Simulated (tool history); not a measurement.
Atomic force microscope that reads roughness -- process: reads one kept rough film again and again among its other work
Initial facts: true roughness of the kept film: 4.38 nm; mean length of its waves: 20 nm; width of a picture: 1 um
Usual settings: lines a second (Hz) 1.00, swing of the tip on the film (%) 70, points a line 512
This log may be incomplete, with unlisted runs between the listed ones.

run,hour,lines a second (Hz),swing of the tip on the film (%),points a line,roughness of the kept film (nm (root mean square))
1,0.0,1.00,70,512,2.820
# hour 23.9: new tip fitted
2,46.6,1.23,70,512,2.846
# hour 73.7: new tip fitted
3,85.5,1.23,70,512,3.122
# hour 128.1: new tip fitted
4,128.1,1.23,70,512,3.449
5,173.1,1.23,70,512,2.380
# hour 179.2: new tip fitted
6,218.0,1.23,70,512,2.520
# hour 229.6: new tip fitted
7,267.4,1.00,70,512,2.505
# hour 280.8: new tip fitted
8,326.3,1.00,70,512,2.371
# hour 334.0: new tip fitted
9,364.1,1.00,70,512,2.692
# hour 387.7: new tip fitted
# hour 440.0: new tip fitted
10,447.4,1.00,70,512,3.254
# hour 496.2: new tip fitted
11,507.3,1.00,70,512,3.100
# hour 548.5: new tip fitted
12,589.6,1.00,70,512,2.540
# hour 603.1: new tip fitted
# hour 654.6: new tip fitted
13,667.5,1.00,85,512,2.979
# hour 707.0: new tip fitted
14,736.0,1.00,85,512,2.675
# hour 759.4: new tip fitted
15,789.1,1.00,85,512,2.614
# hour 812.5: new tip fitted
# hour 863.1: new tip fitted
16,869.0,1.00,85,512,3.091
# hour 914.8: new tip fitted
17,929.6,1.00,85,512,2.938
# hour 969.7: new tip fitted
18,1013.4,1.00,88,512,2.329
# hour 1021.2: new tip fitted
# hour 1074.4: new tip fitted
19,1077.4,1.00,88,512,3.289
20,1119.8,1.00,88,512,2.370
# hour 1126.2: new tip fitted
# hour 1180.1: new tip fitted
21,1180.1,1.00,70,512,3.373
# hour 1230.3: new tip fitted
22,1243.4,1.00,70,512,3.093
# hour 1281.8: new tip fitted
23,1316.4,1.00,70,512,2.618
# hour 1334.8: new tip fitted
24,1362.4,1.00,70,512,2.677
# hour 1387.9: new tip fitted
25,1414.3,1.00,70,512,2.775
# hour 1441.5: new tip fitted
26,1482.2,1.98,75,439,2.436
# hour 1496.0: new tip fitted
# hour 1522.8: height scale calibrated on a step standard
# hour 1547.7: new tip fitted
27,1558.1,0.69,68,720,3.251
# hour 1601.4: new tip fitted
28,1605.8,0.69,68,720,3.397
# hour 1651.7: new tip fitted
29,1662.6,0.69,68,720,3.134
# hour 1703.1: new tip fitted
30,1703.1,3.00,70,765,3.332
31,1738.7,1.00,70,676,2.723
# hour 1758.8: new tip fitted
32,1784.2,1.00,70,676,2.752
# hour 1809.1: new tip fitted
33,1857.0,1.00,70,676,2.397
# hour 1863.2: new tip fitted
34,1904.5,1.00,70,676,2.530
# hour 1917.6: new tip fitted
# hour 1971.0: new tip fitted
35,1972.5,1.00,70,676,3.431
# hour 2024.3: new tip fitted
36,2027.9,1.80,63,563,3.367
# hour 2076.7: new tip fitted
37,2101.8,0.60,70,418,2.764
# hour 2127.5: new tip fitted
# hour 2177.6: new tip fitted
38,2180.4,2.82,61,498,3.317
# hour 2229.9: new tip fitted
39,2255.4,2.82,61,498,2.772
# hour 2281.3: new tip fitted
40,2313.3,2.62,61,869,2.692
# hour 2333.4: new tip fitted
41,2374.3,0.58,69,327,2.505
# hour 2388.1: new tip fitted
42,2427.1,0.58,69,327,2.461
# hour 2441.5: new tip fitted
43,2463.4,0.58,69,327,2.778
# hour 2495.4: new tip fitted
44,2523.9,0.58,69,327,2.769
# hour 2548.9: new tip fitted
45,2561.2,1.00,57,512,3.066
# hour 2599.4: new tip fitted
46,2599.4,2.89,82,596,3.171
# hour 2654.0: new tip fitted
47,2665.8,2.92,89,509,2.764
# hour 2707.8: new tip fitted
48,2707.8,1.33,88,711,3.301

Predict each of these 3 candidate next runs independently; none follows another, all start after run 48:
A,2754.0,1.00,63,512,?
B,2754.0,1.06,75,445,?
C,2754.0,2.62,82,352,?

run,roughness of the kept film (nm (root mean square))
A,2.414
B,2.398
C,2.233
Stripped of hidden state, with their random variation kept, the same runs would have yielded:
run,roughness of the kept film (nm (root mean square))
A,3.493
B,3.472
C,3.232

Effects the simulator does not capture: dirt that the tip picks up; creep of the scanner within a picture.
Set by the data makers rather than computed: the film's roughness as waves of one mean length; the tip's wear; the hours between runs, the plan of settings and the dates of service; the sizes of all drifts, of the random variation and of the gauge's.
